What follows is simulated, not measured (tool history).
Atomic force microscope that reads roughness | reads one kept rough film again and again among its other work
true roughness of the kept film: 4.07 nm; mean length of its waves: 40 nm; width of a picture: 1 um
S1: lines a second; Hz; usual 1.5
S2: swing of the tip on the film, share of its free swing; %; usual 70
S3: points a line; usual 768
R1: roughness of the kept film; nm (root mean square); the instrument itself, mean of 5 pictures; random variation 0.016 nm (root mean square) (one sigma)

run	day	S1	S2	S3	R1
1	0	1.5	70	768	3.379
2	0.812	1.5	70	768	3.344
3	1.462	1.5	88	768	3.171
# day 1.938: new tip fitted
4	2.633	1.5	88	768	3.578
5	3.867	1.5	88	768	3.524
6	4.429	1.5	88	768	3.468
7	5.779	1.9	88	768	3.295
8	6.667	1.5	70	440	3.414
# day 6.829: height scale calibrated on a step standard
9	8.021	1.5	70	440	3.326
10	8.617	1.5	70	440	3.286
# day 8.938: height scale calibrated on a step standard, once more
# day 9.212: new tip fitted
11	9.904	1.5	82	510	3.643
12	10.55	1.3	82	328	3.576
13	11.712	1.3	82	328	3.521
14	12.471	1.8	66	1015	3.522

Some steps in R1 between neighbouring runs. How much of each would the tool show without its hidden state too (settings, what came in, random variation), and how much is left for the hidden state, with any gauge scatter that isn't in both results?
The hidden state here: radius of the tip, nm; height scale over the true one, %; drift of the gauge itself on roughness_nm, %.
Run 3 -> 4: new tip fitted. R1 +0.407 nm (root mean square): hidden state +0.41, all else -0.003.
Run 10 -> 11: S2 70 -> 82, S3 440 -> 510, height scale calibrated on a step standard, once more, new tip fitted. R1 +0.357 nm (root mean square): hidden state +0.435, all else -0.078.
